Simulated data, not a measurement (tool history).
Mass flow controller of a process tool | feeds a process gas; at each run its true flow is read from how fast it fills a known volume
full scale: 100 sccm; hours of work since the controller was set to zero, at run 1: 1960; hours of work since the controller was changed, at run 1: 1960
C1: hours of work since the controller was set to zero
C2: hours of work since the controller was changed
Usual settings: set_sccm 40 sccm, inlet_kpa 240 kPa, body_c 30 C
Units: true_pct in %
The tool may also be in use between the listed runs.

{"run": 1, "hour": 0.0, "set_sccm": 40, "inlet_kpa": 240, "body_c": 30, "C1": 1960, "C2": 1960, "true_pct": 99.09}
{"run": 2, "hour": 426.1, "set_sccm": 40, "inlet_kpa": 240, "body_c": 30, "C1": 2262, "C2": 2262, "true_pct": 99.07}
{"run": 3, "hour": 816.7, "set_sccm": 40, "inlet_kpa": 240, "body_c": 30, "C1": 2539, "C2": 2539, "true_pct": 99.12}
{"run": 4, "hour": 1365.7, "set_sccm": 40, "inlet_kpa": 240, "body_c": 30, "C1": 2928, "C2": 2928, "true_pct": 99.05}
{"run": 5, "hour": 1863.1, "set_sccm": 40, "inlet_kpa": 240, "body_c": 30, "C1": 3280, "C2": 3280, "true_pct": 99.03}
{"run": 6, "hour": 2432.2, "set_sccm": 40, "inlet_kpa": 240, "body_c": 33, "C1": 3684, "C2": 3684, "true_pct": 98.73}
{"run": 7, "hour": 2823.6, "set_sccm": 40, "inlet_kpa": 240, "body_c": 29, "C1": 3961, "C2": 3961, "true_pct": 98.99}
{"run": 8, "hour": 3209.9, "set_sccm": 40, "inlet_kpa": 240, "body_c": 30, "C1": 4235, "C2": 4235, "true_pct": 99.05}
{"run": 9, "hour": 3693.8, "set_sccm": 14, "inlet_kpa": 240, "body_c": 30, "C1": 4578, "C2": 4578, "true_pct": 96.79}
{"run": 10, "hour": 3958.5, "set_sccm": 14, "inlet_kpa": 240, "body_c": 30, "C1": 4766, "C2": 4766, "true_pct": 96.8}
{"run": 11, "hour": 4300.6, "set_sccm": 14, "inlet_kpa": 240, "body_c": 30, "C1": 5008, "C2": 5008, "true_pct": 96.78}
{"run": 12, "hour": 4647.6, "set_sccm": 14, "inlet_kpa": 240, "body_c": 30, "C1": 5254, "C2": 5254, "true_pct": 96.71}
{"run": 13, "hour": 5094.2, "set_sccm": 14, "inlet_kpa": 240, "body_c": 30, "C1": 5571, "C2": 5571, "true_pct": 96.4}
{"run": 14, "hour": 5649.8, "set_sccm": 14, "inlet_kpa": 240, "body_c": 30, "C1": 5965, "C2": 5965, "true_pct": 96.27}
{"run": 15, "hour": 6053.6, "set_sccm": 14, "inlet_kpa": 240, "body_c": 29, "C1": 6251, "C2": 6251, "true_pct": 96.25}
{"run": 16, "hour": 6305.5, "set_sccm": 14, "inlet_kpa": 240, "body_c": 29, "C1": 6430, "C2": 6430, "true_pct": 96.26}
{"run": 17, "hour": 6847.0, "set_sccm": 40, "inlet_kpa": 240, "body_c": 30, "C1": 6814, "C2": 6814, "true_pct": 98.9}
{"run": 18, "hour": 7195.3, "set_sccm": 40, "inlet_kpa": 240, "body_c": 30, "C1": 7060, "C2": 7060, "true_pct": 98.81}
{"run": 19, "hour": 7694.8, "set_sccm": 40, "inlet_kpa": 240, "body_c": 30, "C1": 7415, "C2": 7415, "true_pct": 98.86}
{"run": 20, "hour": 8126.0, "set_sccm": 40, "inlet_kpa": 240, "body_c": 30, "C1": 7720, "C2": 7720, "true_pct": 98.88}
{"run": 21, "hour": 8590.5, "set_sccm": 13, "inlet_kpa": 240, "body_c": 30, "C1": 8050, "C2": 8050, "true_pct": 94.94}
{"hour": 8726.6, "done": "controller's zero set anew"}
{"run": 22, "hour": 8981.2, "set_sccm": 40, "inlet_kpa": 240, "body_c": 30, "C1": 181, "C2": 8326, "true_pct": 100.54}
{"run": 23, "hour": 9282.2, "set_sccm": 40, "inlet_kpa": 240, "body_c": 30, "C1": 394, "C2": 8540, "true_pct": 100.46}
{"run": 24, "hour": 9773.3, "set_sccm": 40, "inlet_kpa": 240, "body_c": 30, "C1": 742, "C2": 8888, "true_pct": 100.42}
{"run": 25, "hour": 10290.6, "set_sccm": 61, "inlet_kpa": 156, "body_c": 30, "C1": 1109, "C2": 9254, "true_pct": 100.03}
{"run": 26, "hour": 10788.9, "set_sccm": 61, "inlet_kpa": 156, "body_c": 30, "C1": 1462, "C2": 9608, "true_pct": 100.14}
{"run": 27, "hour": 11205.3, "set_sccm": 61, "inlet_kpa": 156, "body_c": 30, "C1": 1757, "C2": 9903, "true_pct": 100.17}
{"run": 28, "hour": 11514.7, "set_sccm": 61, "inlet_kpa": 156, "body_c": 30, "C1": 1977, "C2": 10122, "true_pct": 100.22}
{"run": 29, "hour": 11905.8, "set_sccm": 61, "inlet_kpa": 156, "body_c": 30, "C1": 2254, "C2": 10400, "true_pct": 100.2}
{"run": 30, "hour": 12304.1, "set_sccm": 61, "inlet_kpa": 156, "body_c": 30, "C1": 2536, "C2": 10682, "true_pct": 100.25}
{"run": 31, "hour": 12618.9, "set_sccm": 40, "inlet_kpa": 255, "body_c": 24, "C1": 2759, "C2": 10905, "true_pct": 100.84}
{"run": 32, "hour": 13189.0, "set_sccm": 12, "inlet_kpa": 255, "body_c": 29, "C1": 3163, "C2": 11309, "true_pct": 98.49}
{"run": 33, "hour": 13553.0, "set_sccm": 19, "inlet_kpa": 253, "body_c": 21, "C1": 3422, "C2": 11567, "true_pct": 99.93}
{"run": 34, "hour": 13862.4, "set_sccm": 26, "inlet_kpa": 253, "body_c": 22, "C1": 3641, "C2": 11787, "true_pct": 100.46}
{"run": 35, "hour": 14377.0, "set_sccm": 26, "inlet_kpa": 253, "body_c": 22, "C1": 4006, "C2": 12151, "true_pct": 100.27}
{"run": 36, "hour": 14879.5, "set_sccm": 26, "inlet_kpa": 197, "body_c": 23, "C1": 4362, "C2": 12508, "true_pct": 99.73}
{"run": 37, "hour": 15396.6, "set_sccm": 26, "inlet_kpa": 197, "body_c": 23, "C1": 4728, "C2": 12874, "true_pct": 99.7}
{"run": 38, "hour": 15746.2, "set_sccm": 26, "inlet_kpa": 197, "body_c": 23, "C1": 4976, "C2": 13122, "true_pct": 99.6}
{"hour": 16016.0, "done": "controller exchanged for a calibrated one"}
{"run": 39, "hour": 16244.9, "set_sccm": 16, "inlet_kpa": 161, "body_c": 28, "C1": 162, "C2": 162, "true_pct": 98.31}
{"run": 40, "hour": 16578.1, "set_sccm": 16, "inlet_kpa": 161, "body_c": 28, "C1": 398, "C2": 398, "true_pct": 98.21}
{"run": 41, "hour": 16913.2, "set_sccm": 16, "inlet_kpa": 161, "body_c": 28, "C1": 636, "C2": 636, "true_pct": 98.05}
{"run": 42, "hour": 17444.1, "set_sccm": 40, "inlet_kpa": 269, "body_c": 30, "C1": 1012, "C2": 1012, "true_pct": 99.24}
{"run": 43, "hour": 17809.6, "set_sccm": 40, "inlet_kpa": 269, "body_c": 30, "C1": 1272, "C2": 1272, "true_pct": 99.14}
{"run": 44, "hour": 18055.2, "set_sccm": 40, "inlet_kpa": 241, "body_c": 30, "C1": 1446, "C2": 1446, "true_pct": 98.99}

5 ways to go on from here, each from the tool as it stands after run 44. What would each give?
{"run": "A", "hour": 18452.1, "set_sccm": 32, "inlet_kpa": 241, "body_c": 30, "C1": 1727, "C2": 1727, "true_pct": "?"}
{"run": "B", "hour": 18452.1, "set_sccm": 40, "inlet_kpa": 188, "body_c": 30, "C1": 1727, "C2": 1727, "true_pct": "?"}
{"run": "C", "hour": 18452.1, "set_sccm": 52, "inlet_kpa": 240, "body_c": 30, "C1": 1727, "C2": 1727, "true_pct": "?"}
{"run": "D", "hour": 18452.1, "set_sccm": 11, "inlet_kpa": 197, "body_c": 30, "C1": 1727, "C2": 1727, "true_pct": "?"}
{"run": "E", "hour": 18452.1, "set_sccm": 31, "inlet_kpa": 197, "body_c": 30, "C1": 1727, "C2": 1727, "true_pct": "?"}

run=A true_pct=98.83
run=B true_pct=98.59
run=C true_pct=99.18
run=D true_pct=97.42
run=E true_pct=98.41
Without the tool's hidden state the same runs would have given:
run=A true_pct=99.18
run=B true_pct=98.85
run=C true_pct=99.36
run=D true_pct=98.64
run=E true_pct=98.78
